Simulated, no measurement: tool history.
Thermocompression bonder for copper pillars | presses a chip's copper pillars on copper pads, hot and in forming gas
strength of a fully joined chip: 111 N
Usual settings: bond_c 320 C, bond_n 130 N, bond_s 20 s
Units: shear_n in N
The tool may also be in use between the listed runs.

{"run": 1, "day": 0.0, "bond_c": 320, "bond_n": 130, "bond_s": 20, "shear_n": 71.3}
{"day": 0.425, "done": "force cell calibrated"}
{"run": 2, "day": 1.846, "bond_c": 320, "bond_n": 130, "bond_s": 20, "shear_n": 70.8}
{"day": 2.267, "done": "forming gas filter changed"}
{"run": 3, "day": 3.467, "bond_c": 320, "bond_n": 130, "bond_s": 20, "shear_n": 71.6}
{"run": 4, "day": 5.071, "bond_c": 320, "bond_n": 130, "bond_s": 20, "shear_n": 70.9}
{"run": 5, "day": 6.617, "bond_c": 320, "bond_n": 130, "bond_s": 20, "shear_n": 71.4}
{"run": 6, "day": 7.592, "bond_c": 320, "bond_n": 130, "bond_s": 14, "shear_n": 64.2}
{"run": 7, "day": 9.458, "bond_c": 304, "bond_n": 102, "bond_s": 11, "shear_n": 40.8}
{"run": 8, "day": 10.779, "bond_c": 304, "bond_n": 102, "bond_s": 11, "shear_n": 40.8}
{"run": 9, "day": 12.042, "bond_c": 304, "bond_n": 102, "bond_s": 11, "shear_n": 41.6}

Forecast run 10:
{"run": 10, "day": 13.721, "bond_c": 309, "bond_n": 99, "bond_s": 12, "shear_n": "?"}

shear_n: 44.6 N
Without the tool's hidden state the same run would have given shear_n 44.9 N.

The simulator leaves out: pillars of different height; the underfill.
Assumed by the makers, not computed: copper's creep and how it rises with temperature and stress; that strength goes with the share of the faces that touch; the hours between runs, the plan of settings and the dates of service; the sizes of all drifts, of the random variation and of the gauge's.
